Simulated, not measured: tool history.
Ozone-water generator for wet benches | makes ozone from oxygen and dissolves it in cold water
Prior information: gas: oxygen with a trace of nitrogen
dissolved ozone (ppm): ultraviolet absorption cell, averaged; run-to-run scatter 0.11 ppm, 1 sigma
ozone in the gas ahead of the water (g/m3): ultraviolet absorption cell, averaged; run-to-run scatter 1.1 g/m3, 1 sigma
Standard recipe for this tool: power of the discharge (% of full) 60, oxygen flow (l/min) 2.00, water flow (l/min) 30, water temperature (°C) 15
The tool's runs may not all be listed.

run   hour  power of the discharge (% of full)  oxygen flow (l/min)  water flow (l/min)  water temperature (°C)  dissolved ozone (ppm)  ozone in the gas ahead of the water (g/m3)
  1    0.0                                  60                 2.00                  30                      15                    8.4                                       190.5
  2   54.5                                  60                 2.00                  30                      15                    8.6                                       190.5
  3  127.5                                  97                 2.00                  30                      15                   12.2                                       273.7
  4  179.9                                  95                 2.00                  30                      15                   11.9                                       270.0
  5  250.4                                  60                 2.00                  30                      16                    8.2                                       189.4
  6  314.7                                  60                 2.00                  30                      16                    8.4                                       188.7
  7  402.5                                  99                 2.23                  22                      15                   17.3                                       258.6
  8  486.8                                  99                 1.00                  27                      15                   11.6                                       428.8
  9  527.9                                  46                 1.05                  27                      20                    6.4                                       232.2
 10  586.5                                  43                 2.73                  19                      12                   10.8                                       121.1

Selected run-to-run steps in dissolved ozone (ppm), each split into two signed amounts: the part the tool would show with no hidden state at all (from settings, incoming material and random variation), and the remainder, which goes to the hidden state together with any gauge scatter not common to the measured and the hidden-state-free results:
The hidden state here: yield of the discharge, % of new electrodes'; contactor's efficiency, % of a clean one's; true water temperature over the reading, C; drift of the gauge itself on ozone_ppm, %; drift of the gauge itself on gas_g_m3, %.
Run 6 -> 7: power of the discharge (% of full) 60 -> 99, oxygen flow (l/min) 2.00 -> 2.23, water flow (l/min) 30 -> 22, water temperature (°C) 16 -> 15. dissolved ozone (ppm) +8.9: hidden state -1.0, all else +9.9.
